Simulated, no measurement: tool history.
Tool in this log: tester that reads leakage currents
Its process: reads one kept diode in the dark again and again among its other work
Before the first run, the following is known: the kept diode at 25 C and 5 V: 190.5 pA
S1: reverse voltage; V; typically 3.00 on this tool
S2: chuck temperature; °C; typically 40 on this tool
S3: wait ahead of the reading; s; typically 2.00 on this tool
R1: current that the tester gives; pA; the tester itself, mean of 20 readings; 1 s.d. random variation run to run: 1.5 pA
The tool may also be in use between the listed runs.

run 1 day=0.000 | S1=3.00 S2=40 S3=2.00 | R1=534.66
run 2 day=2.475 | S1=3.00 S2=40 S3=2.00 | R1=533.99
run 3 day=5.125 | S1=3.00 S2=40 S3=2.00 | R1=531.30
-- day=6.604 chuck's temperature calibrated
run 4 day=8.500 | S1=3.00 S2=40 S3=2.00 | R1=499.42
run 5 day=13.450 | S1=3.00 S2=40 S3=2.00 | R1=503.44
run 6 day=17.475 | S1=3.00 S2=40 S3=2.00 | R1=504.14
run 7 day=21.067 | S1=3.00 S2=40 S3=1.90 | R1=502.10
run 8 day=23.725 | S1=3.00 S2=40 S3=1.90 | R1=504.12
run 9 day=27.871 | S1=3.00 S2=45 S3=1.17 | R1=746.53
-- day=28.175 tester calibrated
run 10 day=31.971 | S1=2.03 S2=54 S3=6.16 | R1=1171.26
run 11 day=34.892 | S1=3.84 S2=25 S3=0.43 | R1=168.83
run 12 day=38.175 | S1=3.84 S2=25 S3=0.43 | R1=169.03
run 13 day=41.950 | S1=4.15 S2=24 S3=2.61 | R1=161.77
run 14 day=44.538 | S1=14.08 S2=26 S3=2.00 | R1=384.26
-- day=46.367 tester calibrated, once more
run 15 day=49.538 | S1=3.00 S2=40 S3=2.00 | R1=501.74

Difference, measured minus no-hidden-state, one row per run. Run-to-run variation is common to both terms; the gauge's own scatter need not be:
The tool's hidden condition here consists of: stray current of the dirty probe card, pA a volt; current scale over the true one, %; true chuck temperature over the reading, C; drift of the gauge itself on leakage_pa, %.
run=1 R1=+35.47
run=2 R1=+35.94
run=3 R1=+36.28
run=4 R1=+3.36
run=5 R1=+4.35
run=6 R1=+5.19
run=7 R1=+5.88
run=8 R1=+6.45
run=9 R1=+10.71
run=10 R1=+24.51
run=11 R1=+4.11
run=12 R1=+4.33
run=13 R1=+4.47
run=14 R1=+11.56
run=15 R1=+1.80

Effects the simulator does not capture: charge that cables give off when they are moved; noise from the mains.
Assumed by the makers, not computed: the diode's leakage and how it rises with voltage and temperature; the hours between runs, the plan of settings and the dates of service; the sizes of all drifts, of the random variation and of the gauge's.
